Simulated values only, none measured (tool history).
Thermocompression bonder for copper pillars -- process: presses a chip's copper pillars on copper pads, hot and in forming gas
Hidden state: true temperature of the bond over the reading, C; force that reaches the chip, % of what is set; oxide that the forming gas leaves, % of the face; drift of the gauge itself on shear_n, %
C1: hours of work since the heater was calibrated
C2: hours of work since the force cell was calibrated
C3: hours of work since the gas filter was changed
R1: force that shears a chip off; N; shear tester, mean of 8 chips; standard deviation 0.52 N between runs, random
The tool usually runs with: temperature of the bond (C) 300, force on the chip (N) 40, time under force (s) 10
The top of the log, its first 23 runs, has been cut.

{"hour": 1276.0, "done": "forming gas filter changed"}
{"run": 24, "hour": 1307.1, "temperature of the bond (C)": 298, "force on the chip (N)": 24, "time under force (s)": 8, "C1": 312, "C2": 1280, "C3": 19, "R1": 54.5}
{"run": 25, "hour": 1361.3, "temperature of the bond (C)": 283, "force on the chip (N)": 51, "time under force (s)": 22, "C1": 345, "C2": 1313, "C3": 52, "R1": 124.6}
{"run": 26, "hour": 1438.6, "temperature of the bond (C)": 324, "force on the chip (N)": 40, "time under force (s)": 5, "C1": 391, "C2": 1360, "C3": 98, "R1": 97.6}
{"run": 27, "hour": 1502.4, "temperature of the bond (C)": 324, "force on the chip (N)": 40, "time under force (s)": 10, "C1": 430, "C2": 1398, "C3": 137, "R1": 114.7}
{"run": 28, "hour": 1553.7, "temperature of the bond (C)": 303, "force on the chip (N)": 25, "time under force (s)": 10, "C1": 461, "C2": 1429, "C3": 168, "R1": 64.5}
{"run": 29, "hour": 1602.7, "temperature of the bond (C)": 276, "force on the chip (N)": 35, "time under force (s)": 10, "C1": 491, "C2": 1459, "C3": 197, "R1": 70.9}
{"hour": 1620.2, "done": "force cell calibrated"}
{"run": 30, "hour": 1673.2, "temperature of the bond (C)": 280, "force on the chip (N)": 40, "time under force (s)": 10, "C1": 532, "C2": 32, "C3": 239, "R1": 78.5}
{"run": 31, "hour": 1705.7, "temperature of the bond (C)": 290, "force on the chip (N)": 54, "time under force (s)": 10, "C1": 552, "C2": 52, "C3": 259, "R1": 107.9}
{"hour": 1730.1, "done": "heater calibrated with a thermocouple chip"}
{"run": 32, "hour": 1748.6, "temperature of the bond (C)": 290, "force on the chip (N)": 54, "time under force (s)": 10, "C1": 11, "C2": 76, "C3": 283, "R1": 103.1}

Run 33, settings as shown, results not yet in. Your forecast:
{"run": 33, "hour": 1780.8, "temperature of the bond (C)": 300, "force on the chip (N)": 40, "time under force (s)": 30, "C1": 31, "C2": 96, "C3": 303, "R1": "?"}

R1: 114.1 N
Were there no unlogged condition in the tool, this run, its random variation unchanged, would have produced R1 120.7 N.
